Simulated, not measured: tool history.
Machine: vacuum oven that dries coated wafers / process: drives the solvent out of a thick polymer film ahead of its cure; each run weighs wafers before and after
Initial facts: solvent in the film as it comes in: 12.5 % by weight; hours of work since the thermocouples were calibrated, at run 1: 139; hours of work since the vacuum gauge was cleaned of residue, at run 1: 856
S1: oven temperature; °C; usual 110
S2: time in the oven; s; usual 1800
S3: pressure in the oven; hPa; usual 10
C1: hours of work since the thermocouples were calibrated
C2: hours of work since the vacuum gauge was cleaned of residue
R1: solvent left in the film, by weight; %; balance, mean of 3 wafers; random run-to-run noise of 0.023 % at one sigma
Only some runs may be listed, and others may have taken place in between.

run    hour   S1    S2    S3    C1    C2    R1
  1       0  110  1800    10   139   856  1.33
  2    79.3  110  1800    10   175   892  1.33
  3   123.5  110  1800    10   196   912  1.33
  4   164.2  122  1800    10   214   931  0.42
  5   222.1  122   900    10   240   957  1.29
  6     275  122   900    10   264   981  1.26
  7   350.9  110  1800    10   299  1015  1.37
  8   416.4  110  1800    10   329  1045  1.38
  9   472.7  110  1800    10   354  1071  1.37
 10   549.5  110  1800    10   389  1106  1.38
 11   588.4  110  3060    10   407  1123  0.73
 12   659.3  117  1800    10   439  1155  0.72
 13     699  110  1800   6.6   457  1174  1.28
 14     782  110  1800   6.6   495  1211  1.29
 15   857.7  110  1800   6.6   529  1246  1.22
 16   933.6  110  1800   6.6   564  1280  1.28
 17   969.2  110  1800    10   580  1296  1.42
 18    1006  110  1800   7.5   596  1313  1.36
 19  1042.9  110  1320    10   613  1330  2.19
 20  1110.9  110  1800    10   644  1361  1.42
 21  1180.2  110  1800    10   676  1392  1.45
 22  1216.9  110  1800  30.8   692  1409  2.21
 23  1293.1  110  1800  30.8   727  1443  2.26
 24  1337.4  114  1800    10   747  1464  0.97
 25  1415.5  114  1800    10   782  1499  0.97
 26  1453.8  107  2280  14.5   800  1516  1.58
 27  1537.7  107  2280  14.5   838  1555  1.58
 28  1576.7  112  2160   5.4   856  1572  0.75
 29  1628.3  122  1800    10   879  1596  0.51
 30    1712  123  1200    17   917  1634  0.93
     1729.9  -- vacuum gauge cleaned of residue and calibrated
 31    1784  123  1200    17   949    25  0.87
 32  1852.9  105  1140    10   980    56  3.69
 33  1904.7  103  1020   6.5  1004    79  4.45
 34  1989.2  110  2160   5.9  1042   118  0.83
 35  2024.5  110  1080  14.2  1058   134  2.95
 36  2068.7  110  1080  14.2  1079   154  2.99
 37  2130.1  125  1440   7.9  1106   182  0.32
 38  2210.5  121  1020  11.8  1143   218  1.22
     2216.4  -- oven's thermocouples calibrated
 39  2248.5  109  1920  10.8    15   235  1.22
 40  2291.6  118  2040   5.8    34   254  0.33
 41  2326.1  110  1260  12.8    50   270  2.21
 42  2365.4  110  1260  12.8    68   288  2.21
 43  2447.1  122  1440  10.8   105   325  0.49
 44  2492.2  110  1500    32   125   345  2.43
 45    2539  114  2820  20.2   147   367   0.8
 46  2611.9  115  1800   7.9   180   400  0.62
 47  2653.9  115  1800   7.9   199   419  0.73

For each entry between runs, how does the tool's hidden state at the last listed run before it compare with that at the first listed run after it?
Runs 30 to 31: vacuum gauge cleaned of residue and calibrated (hour 1729.9)
  true wafer temperature over the reading, C: -1.17 -> -1.19; true pressure over the reading, kPa: 0.393 -> -0.009
  what was measured, less what the result would be without the hidden state, R1: +0.19 -> +0.09 %
Runs 38 to 39: oven's thermocouples calibrated (hour 2216.4)
  true wafer temperature over the reading, C: -1.33 -> 0.01; true pressure over the reading, kPa: 0.04 -> 0.044
  what was measured, less what the result would be without the hidden state, R1: +0.17 -> +0.01 %
